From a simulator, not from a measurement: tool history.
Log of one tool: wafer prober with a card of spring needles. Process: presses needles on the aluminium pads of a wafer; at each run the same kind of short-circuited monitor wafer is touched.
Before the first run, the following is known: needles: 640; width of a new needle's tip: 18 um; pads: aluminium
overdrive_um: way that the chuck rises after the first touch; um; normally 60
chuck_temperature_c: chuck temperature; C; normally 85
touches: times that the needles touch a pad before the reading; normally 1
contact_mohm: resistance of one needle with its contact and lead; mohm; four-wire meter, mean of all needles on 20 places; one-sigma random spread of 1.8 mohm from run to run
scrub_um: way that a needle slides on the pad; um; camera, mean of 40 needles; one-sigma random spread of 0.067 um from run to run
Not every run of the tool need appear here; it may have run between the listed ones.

{"run": 1, "day": 0.0, "overdrive_um": 60, "chuck_temperature_c": 85, "touches": 1, "contact_mohm": 194, "scrub_um": 14.71}
{"day": 0.838, "done": "tips cleaned on abrasive film"}
{"day": 1.512, "done": "tips cleaned on abrasive film"}
{"day": 2.325, "done": "tips cleaned on abrasive film"}
{"run": 2, "day": 2.325, "overdrive_um": 60, "chuck_temperature_c": 85, "touches": 2, "contact_mohm": 193, "scrub_um": 14.77}
{"day": 2.996, "done": "tips cleaned on abrasive film"}
{"day": 3.838, "done": "tips cleaned on abrasive film"}
{"day": 4.646, "done": "tips cleaned on abrasive film"}
{"run": 3, "day": 4.888, "overdrive_um": 60, "chuck_temperature_c": 85, "touches": 2, "contact_mohm": 210, "scrub_um": 14.53}
{"day": 5.362, "done": "tips cleaned on abrasive film"}
{"day": 6.171, "done": "tips cleaned on abrasive film"}
{"run": 4, "day": 6.688, "overdrive_um": 60, "chuck_temperature_c": 85, "touches": 1, "contact_mohm": 232, "scrub_um": 14.54}
{"day": 6.858, "done": "tips cleaned on abrasive film"}
{"day": 7.662, "done": "tips cleaned on abrasive film"}
{"day": 8.338, "done": "tips cleaned on abrasive film"}
{"run": 5, "day": 8.875, "overdrive_um": 60, "chuck_temperature_c": 85, "touches": 1, "contact_mohm": 233, "scrub_um": 14.63}
{"day": 9.012, "done": "tips cleaned on abrasive film"}
{"day": 9.688, "done": "tips cleaned on abrasive film"}
{"day": 10.358, "done": "tips cleaned on abrasive film"}
{"run": 6, "day": 10.871, "overdrive_um": 60, "chuck_temperature_c": 85, "touches": 1, "contact_mohm": 232, "scrub_um": 14.46}
{"day": 11.042, "done": "tips cleaned on abrasive film"}
{"day": 11.712, "done": "tips cleaned on abrasive film"}
{"day": 11.883, "done": "tips cleaned on abrasive film, once more"}
{"day": 12.708, "done": "tips cleaned on abrasive film"}
{"day": 13.462, "done": "tips cleaned on abrasive film"}
{"run": 7, "day": 14.125, "overdrive_um": 60, "chuck_temperature_c": 85, "touches": 1, "contact_mohm": 239, "scrub_um": 14.31}
{"day": 14.3, "done": "tips cleaned on abrasive film"}
{"day": 14.971, "done": "tips cleaned on abrasive film"}
{"day": 15.796, "done": "tips cleaned on abrasive film"}
{"day": 16.608, "done": "tips cleaned on abrasive film"}
{"run": 8, "day": 16.792, "overdrive_um": 60, "chuck_temperature_c": 85, "touches": 1, "contact_mohm": 214, "scrub_um": 14.44}
{"day": 17.296, "done": "tips cleaned on abrasive film"}
{"day": 18.117, "done": "tips cleaned on abrasive film"}
{"day": 18.929, "done": "tips cleaned on abrasive film"}
{"day": 19.692, "done": "tips cleaned on abrasive film"}
{"run": 9, "day": 19.988, "overdrive_um": 60, "chuck_temperature_c": 85, "touches": 1, "contact_mohm": 224, "scrub_um": 14.35}
{"day": 20.462, "done": "tips cleaned on abrasive film"}
{"day": 21.238, "done": "tips cleaned on abrasive film"}
{"run": 10, "day": 21.329, "overdrive_um": 60, "chuck_temperature_c": 85, "touches": 1, "contact_mohm": 215, "scrub_um": 14.33}
{"day": 22.0, "done": "tips cleaned on abrasive film"}
{"day": 22.675, "done": "tips cleaned on abrasive film"}
{"run": 11, "day": 22.842, "overdrive_um": 60, "chuck_temperature_c": 85, "touches": 1, "contact_mohm": 217, "scrub_um": 14.24}
{"day": 23.462, "done": "tips cleaned on abrasive film"}
{"day": 24.283, "done": "tips cleaned on abrasive film"}
{"run": 12, "day": 24.646, "overdrive_um": 60, "chuck_temperature_c": 85, "touches": 1, "contact_mohm": 227, "scrub_um": 14.25}
{"day": 24.967, "done": "tips cleaned on abrasive film"}
{"day": 25.729, "done": "tips cleaned on abrasive film"}
{"day": 26.571, "done": "tips cleaned on abrasive film"}
{"run": 13, "day": 27.05, "overdrive_um": 60, "chuck_temperature_c": 85, "touches": 1, "contact_mohm": 235, "scrub_um": 14.13}
{"day": 27.388, "done": "tips cleaned on abrasive film"}
{"day": 28.208, "done": "tips cleaned on abrasive film"}
{"day": 28.883, "done": "tips cleaned on abrasive film"}
{"run": 14, "day": 29.429, "overdrive_um": 60, "chuck_temperature_c": 51, "touches": 1, "contact_mohm": 238, "scrub_um": 14.1}
{"day": 29.575, "done": "tips cleaned on abrasive film"}
{"day": 30.246, "done": "tips cleaned on abrasive film"}
{"day": 31.008, "done": "tips cleaned on abrasive film"}
{"run": 15, "day": 31.008, "overdrive_um": 60, "chuck_temperature_c": 51, "touches": 1, "contact_mohm": 186, "scrub_um": 14.06}
{"day": 31.812, "done": "tips cleaned on abrasive film"}
{"day": 32.629, "done": "tips cleaned on abrasive film"}
{"day": 32.808, "done": "height of the first contact set anew"}
{"run": 16, "day": 33.262, "overdrive_um": 50, "chuck_temperature_c": 47, "touches": 2, "contact_mohm": 229, "scrub_um": 12.28}
{"day": 33.433, "done": "tips cleaned on abrasive film"}
{"day": 34.25, "done": "tips cleaned on abrasive film"}
{"day": 35.042, "done": "tips cleaned on abrasive film"}
{"day": 35.854, "done": "tips cleaned on abrasive film"}
{"day": 36.529, "done": "tips cleaned on abrasive film"}
{"run": 17, "day": 36.529, "overdrive_um": 50, "chuck_temperature_c": 79, "touches": 1, "contact_mohm": 201, "scrub_um": 12.3}
{"day": 37.346, "done": "tips cleaned on abrasive film"}
{"day": 38.175, "done": "tips cleaned on abrasive film"}
{"day": 38.975, "done": "tips cleaned on abrasive film"}
{"run": 18, "day": 39.479, "overdrive_um": 75, "chuck_temperature_c": 85, "touches": 3, "contact_mohm": 200, "scrub_um": 18.33}
{"day": 39.65, "done": "tips cleaned on abrasive film"}
{"day": 40.454, "done": "tips cleaned on abrasive film"}
{"day": 41.129, "done": "tips cleaned on abrasive film"}
{"day": 41.921, "done": "tips cleaned on abrasive film"}
{"run": 19, "day": 42.138, "overdrive_um": 64, "chuck_temperature_c": 112, "touches": 1, "contact_mohm": 218, "scrub_um": 15.5}
{"day": 42.629, "done": "tips cleaned on abrasive film"}
{"day": 43.438, "done": "tips cleaned on abrasive film"}
{"day": 44.108, "done": "tips cleaned on abrasive film"}
{"day": 44.921, "done": "tips cleaned on abrasive film"}
{"run": 20, "day": 45.104, "overdrive_um": 64, "chuck_temperature_c": 76, "touches": 1, "contact_mohm": 216, "scrub_um": 15.47}
{"day": 45.6, "done": "tips cleaned on abrasive film"}
{"day": 46.438, "done": "tips cleaned on abrasive film"}
{"run": 21, "day": 46.729, "overdrive_um": 71, "chuck_temperature_c": 44, "touches": 2, "contact_mohm": 198, "scrub_um": 17.22}
{"day": 47.233, "done": "tips cleaned on abrasive film"}
{"day": 48.067, "done": "tips cleaned on abrasive film"}
{"day": 48.883, "done": "tips cleaned on abrasive film"}
{"run": 22, "day": 49.479, "overdrive_um": 71, "chuck_temperature_c": 44, "touches": 2, "contact_mohm": 206, "scrub_um": 17.08}
{"day": 49.633, "done": "tips cleaned on abrasive film"}
{"day": 50.462, "done": "tips cleaned on abrasive film"}
{"day": 51.138, "done": "tips cleaned on abrasive film"}
{"day": 51.975, "done": "tips cleaned on abrasive film"}
{"day": 52.65, "done": "tips cleaned on abrasive film"}
{"run": 23, "day": 52.654, "overdrive_um": 71, "chuck_temperature_c": 44, "touches": 2, "contact_mohm": 190, "scrub_um": 17.09}
{"day": 53.446, "done": "tips cleaned on abrasive film"}
{"day": 54.225, "done": "tips cleaned on abrasive film"}
{"run": 24, "day": 54.604, "overdrive_um": 49, "chuck_temperature_c": 86, "touches": 1, "contact_mohm": 257, "scrub_um": 11.51}
{"day": 54.933, "done": "tips cleaned on abrasive film"}
{"day": 55.754, "done": "tips cleaned on abrasive film"}
{"run": 25, "day": 55.933, "overdrive_um": 68, "chuck_temperature_c": 81, "touches": 1, "contact_mohm": 218, "scrub_um": 16.19}
{"day": 56.438, "done": "tips cleaned on abrasive film"}
{"day": 57.108, "done": "tips cleaned on abrasive film"}
{"day": 57.946, "done": "tips cleaned on abrasive film"}
{"run": 26, "day": 58.042, "overdrive_um": 68, "chuck_temperature_c": 81, "touches": 1, "contact_mohm": 206, "scrub_um": 16.24}
{"day": 58.688, "done": "tips cleaned on abrasive film"}
{"day": 59.517, "done": "tips cleaned on abrasive film"}
{"run": 27, "day": 59.721, "overdrive_um": 70, "chuck_temperature_c": 45, "touches": 2, "contact_mohm": 196, "scrub_um": 16.76}

Branching from run 27: 5 alternative next runs. What would each branch give?
{"day": 60.229, "done": "tips cleaned on abrasive film"}
{"day": 61.058, "done": "tips cleaned on abrasive film"}
{"day": 61.85, "done": "tips cleaned on abrasive film"}
{"run": "A", "day": 61.85, "overdrive_um": 60, "chuck_temperature_c": 30, "touches": 1, "contact_mohm": "?", "scrub_um": "?"}
{"day": 60.229, "done": "tips cleaned on abrasive film"}
{"day": 61.058, "done": "tips cleaned on abrasive film"}
{"day": 61.85, "done": "tips cleaned on abrasive film"}
{"run": "B", "day": 61.85, "overdrive_um": 52, "chuck_temperature_c": 108, "touches": 1, "contact_mohm": "?", "scrub_um": "?"}
{"day": 60.229, "done": "tips cleaned on abrasive film"}
{"day": 61.058, "done": "tips cleaned on abrasive film"}
{"day": 61.85, "done": "tips cleaned on abrasive film"}
{"run": "C", "day": 61.85, "overdrive_um": 70, "chuck_temperature_c": 45, "touches": 1, "contact_mohm": "?", "scrub_um": "?"}
{"day": 60.229, "done": "tips cleaned on abrasive film"}
{"day": 61.058, "done": "tips cleaned on abrasive film"}
{"day": 61.85, "done": "tips cleaned on abrasive film"}
{"run": "D", "day": 61.85, "overdrive_um": 74, "chuck_temperature_c": 67, "touches": 3, "contact_mohm": "?", "scrub_um": "?"}
{"day": 60.229, "done": "tips cleaned on abrasive film"}
{"day": 61.058, "done": "tips cleaned on abrasive film"}
{"day": 61.85, "done": "tips cleaned on abrasive film"}
{"run": "E", "day": 61.85, "overdrive_um": 45, "chuck_temperature_c": 91, "touches": 2, "contact_mohm": "?", "scrub_um": "?"}

run=A contact_mohm=185 scrub_um=14.19
run=B contact_mohm=205 scrub_um=12.18
run=C contact_mohm=183 scrub_um=16.69
run=D contact_mohm=189 scrub_um=17.52
run=E contact_mohm=204 scrub_um=10.42
Take away the tool's hidden state, keep each run's random variation, and the runs would have read:
run=A contact_mohm=177 scrub_um=14.81
run=B contact_mohm=195 scrub_um=12.80
run=C contact_mohm=177 scrub_um=17.31
run=D contact_mohm=185 scrub_um=18.14
run=E contact_mohm=194 scrub_um=11.04

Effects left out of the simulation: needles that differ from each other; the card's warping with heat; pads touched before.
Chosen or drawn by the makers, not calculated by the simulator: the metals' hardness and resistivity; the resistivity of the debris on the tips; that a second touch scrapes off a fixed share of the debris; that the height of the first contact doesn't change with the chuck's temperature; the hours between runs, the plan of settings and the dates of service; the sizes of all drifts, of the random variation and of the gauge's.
